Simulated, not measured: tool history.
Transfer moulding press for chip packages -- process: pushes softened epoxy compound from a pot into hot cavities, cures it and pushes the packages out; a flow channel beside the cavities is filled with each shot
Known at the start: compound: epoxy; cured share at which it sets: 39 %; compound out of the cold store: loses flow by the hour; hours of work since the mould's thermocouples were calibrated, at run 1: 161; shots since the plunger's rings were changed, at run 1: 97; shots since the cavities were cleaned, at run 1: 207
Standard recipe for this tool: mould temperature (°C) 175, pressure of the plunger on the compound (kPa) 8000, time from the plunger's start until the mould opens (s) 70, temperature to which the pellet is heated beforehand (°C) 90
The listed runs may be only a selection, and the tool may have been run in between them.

run	hour	mould temperature (°C)	pressure of the plunger on the compound (kPa)	time from the plunger's start until the mould opens (s)	temperature to which the pellet is heated beforehand (°C)	hours of work since the mould's thermocouples were calibrated	shots since the plunger's rings were changed	shots since the cavities were cleaned	incoming compound's hours out of the cold store	length that the compound runs in the flow channel (mm)	greatest force on the pins that push the packages out (N)
1	0.0	175	8000	70	90	161	97	207	28.8	567	439
2	8.0	175	8000	70	90	165	205	315	41.6	534	441
3	12.2	175	8000	70	90	168	263	373	12.4	587	469
# hour 18.5: cavities cleaned with cleaning compound and waxed
4	20.6	175	8000	70	90	172	357	28	24.6	574	454
5	26.5	175	9340	70	90	175	437	108	16.5	622	465
6	32.3	175	9340	70	90	179	515	186	36.1	585	455
7	37.4	175	9340	70	90	182	586	257	42.2	579	436
8	44.3	175	9340	70	90	186	679	350	10.8	640	480
9	50.4	175	8000	70	90	189	762	433	19.1	576	475
# hour 52.6: cavities cleaned with cleaning compound and waxed
10	58.9	175	8000	70	90	193	857	85	25.4	566	445
11	66.6	175	8000	70	90	198	962	190	20.2	570	459
12	71.3	175	6910	70	90	201	1026	254	16.6	537	449
13	76.6	175	6300	70	90	204	1098	326	11.4	521	461
14	81.7	175	6300	70	90	207	1167	395	19.0	511	467
# hour 86.5: cavities cleaned with cleaning compound and waxed
15	90.6	168	6060	70	90	211	1268	55	23.6	522	715
16	97.9	168	6060	70	90	215	1368	155	21.8	509	707
17	104.7	176	7850	68	90	219	1460	247	20.4	556	473
18	110.1	176	7850	68	90	222	1533	320	18.2	565	480
19	115.1	176	7850	68	90	225	1602	389	20.7	568	457
# hour 120.4: cavities cleaned with cleaning compound and waxed
20	120.4	170	8000	70	92	228	1654	0	29.6	566	576
21	126.9	175	8000	97	93	231	1742	88	14.7	584	216
22	135.3	180	8560	77	97	236	1857	203	34.1	550	236
23	139.7	175	7300	70	99	239	1916	262	36.3	516	411
24	147.8	175	7300	70	99	244	2026	372	36.7	516	409
25	152.2	175	7300	70	99	246	2087	433	35.2	519	414
# hour 154.5: cavities cleaned with cleaning compound and waxed
26	157.8	175	7300	70	99	249	2142	45	41.2	508	405
27	162.6	175	7300	70	99	251	2207	110	32.8	528	409
28	169.0	183	9910	88	83	255	2295	198	30.1	607	197

Alternative continuations, all from the tool just after run 28; predict every row:
A	175.7	169	6400	70	90	259	2386	289	20.6	?	?
B	175.7	183	9480	53	94	259	2386	289	12.8	?	?
C	175.7	173	7560	77	83	259	2386	289	26.1	?	?
D	175.7	175	8000	51	100	259	2386	289	17.0	?	?
E	175.7	170	8000	70	98	259	2386	289	10.5	?	?

run	length that the compound runs in the flow channel (mm)	greatest force on the pins that push the packages out (N)
A	525	644
B	614	600
C	555	396
D	582	880
E	612	619
Without the tool's unlogged condition, the same runs would have read:
run	length that the compound runs in the flow channel (mm)	greatest force on the pins that push the packages out (N)
A	526	635
B	615	593
C	556	391
D	582	868
E	613	611
